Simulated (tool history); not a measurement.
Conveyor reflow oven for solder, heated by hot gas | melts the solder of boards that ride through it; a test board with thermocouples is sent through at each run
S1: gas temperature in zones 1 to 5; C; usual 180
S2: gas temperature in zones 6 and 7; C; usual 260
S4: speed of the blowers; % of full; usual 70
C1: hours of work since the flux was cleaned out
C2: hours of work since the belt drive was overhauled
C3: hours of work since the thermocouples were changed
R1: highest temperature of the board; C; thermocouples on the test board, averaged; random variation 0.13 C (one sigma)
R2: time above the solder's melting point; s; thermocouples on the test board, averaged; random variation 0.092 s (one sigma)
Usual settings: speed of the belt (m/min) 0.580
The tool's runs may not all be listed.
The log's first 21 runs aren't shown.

Run 22, hour 1152.8: usual settings but speed of the belt (m/min) 0.569, S4 73 % of full; C1 257; C2 448; C3 707. Result: R1 246.8 C, R2 46.92 s.
Run 23, hour 1188.4: usual settings but speed of the belt (m/min) 0.569, S4 73 % of full; C1 280; C2 472; C3 731. Result: R1 246.7 C, R2 47.02 s.
Run 24, hour 1235.9: usual settings but speed of the belt (m/min) 0.569, S4 73 % of full; C1 312; C2 504; C3 763. Result: R1 246.5 C, R2 46.66 s.
Run 25, hour 1276.9: usual settings but S1 185 C, S4 83 % of full; C1 340; C2 531; C3 790. Result: R1 248.5 C, R2 49.35 s.
Run 26, hour 1313.1: usual settings but S1 185 C, S4 83 % of full; C1 364; C2 555; C3 814. Result: R1 248.6 C, R2 49.37 s.
Run 27, hour 1355.5: usual settings but S1 185 C, S4 83 % of full; C1 392; C2 584; C3 843. Result: R1 248.4 C, R2 49.32 s.
At hour 1366.6: flux residue cleaned out of gas plates and filters.
Run 28, hour 1413.9: usual settings but S1 176 C, S4 83 % of full; C1 32; C2 619; C3 879. Result: R1 248.4 C, R2 46.39 s.
Run 29, hour 1467.3: usual settings but S1 176 C, S4 83 % of full; C1 68; C2 655; C3 914. Result: R1 248.0 C, R2 46.47 s.
Run 30, hour 1505.6: usual settings but S1 176 C, speed of the belt (m/min) 0.503, S4 83 % of full; C1 93; C2 681; C3 940. Result: R1 250.7 C, R2 56.55 s.
Run 31, hour 1582.9: usual settings but S1 194 C, S2 250 C, S4 68 % of full; C1 145; C2 733; C3 992. Result: R1 238.7 C, R2 45.91 s.

3 ways to go on from here, each from the tool as it stands after run 31. What would each give?
Run A, hour 1654.4: usual settings but S1 194 C, S2 250 C, S4 73 % of full; C1 193; C2 781; C3 1040. Result: R1 ?, R2 ?.
Run B, hour 1654.4: usual settings but S1 190 C, S2 249 C, S4 81 % of full; C1 193; C2 781; C3 1040. Result: R1 ?, R2 ?.
Run C, hour 1654.4: usual settings but S2 268 C, S4 68 % of full; C1 193; C2 781; C3 1040. Result: R1 ?, R2 ?.

run     R1     R2
  A  239.3  46.84
  B  239.0  45.60
  C  251.8  48.77
Without the tool's hidden state the same runs would have given:
run     R1     R2
  A  241.8  48.38
  B  241.6  47.24
  C  254.5  49.84
